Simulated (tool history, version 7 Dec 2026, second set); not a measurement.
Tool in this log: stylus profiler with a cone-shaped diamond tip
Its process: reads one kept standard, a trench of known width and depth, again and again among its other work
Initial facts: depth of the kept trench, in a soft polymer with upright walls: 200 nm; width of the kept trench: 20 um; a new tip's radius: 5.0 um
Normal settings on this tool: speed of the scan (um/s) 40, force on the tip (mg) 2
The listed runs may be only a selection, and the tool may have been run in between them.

run,hour,speed of the scan (um/s),force on the tip (mg),depth of the trench (Å),width of the trench's floor (um)
1,0,40,2,2019.4,17.07
2,20.9,40,2,2020.1,17.05
3,33.6,40,2,2018,17.06
4,49.7,40,2,2019.5,17.11
5,68.5,40,2,2019.5,17.11
6,90.7,40,2,2019.4,17
7,110.8,40,2,2019.9,17.07
8,132.2,40,2,2018.6,17.07
9,148,40,2,2017.8,17.08
10,171.3,40,2,2020.8,17.08
11,197.3,40,2,2018.8,17.03
12,216.1,94,2,2018.7,16.94
13,226.8,94,2.48,2021.9,16.94
14,247,40,2,2018.5,17.06
15,271.3,21,1.21,2014.2,17.12
16,288.7,81,4.25,2031.8,17.01
17,313.1,93,1.32,2013.7,16.84
18,331.1,38,3.95,2031.9,17.15
19,342.1,40,5.23,2037.2,17.1
20,363,33,1.64,2016.9,17.04
21,377.8,33,1.64,2015.9,17.13
22,401.2,72,1.55,2017.6,16.94
23,420.4,21,1.29,2013.9,17.14
24,441.2,40,2.63,2022.3,17.09
25,458.1,40,2.63,2023.1,17.15
26,480,44,2.09,2021.4,17.04
27,497.3,35,1.02,2014.1,17.01

3 options for the next run, each taken on its own from the tool as it stands now. Forecast them:
A,516.1,145,1.38,?,?
B,516.1,35,3.43,?,?
C,516.1,35,0.86,?,?

run,depth of the trench (Å),width of the trench's floor (um)
A,2014,16.66
B,2029.6,17.09
C,2011.4,17.04
Had the tool no hidden state, the same runs would have come out as:
run,depth of the trench (Å),width of the trench's floor (um)
A,2014.1,16.67
B,2029.7,17.1
C,2011.5,17.05
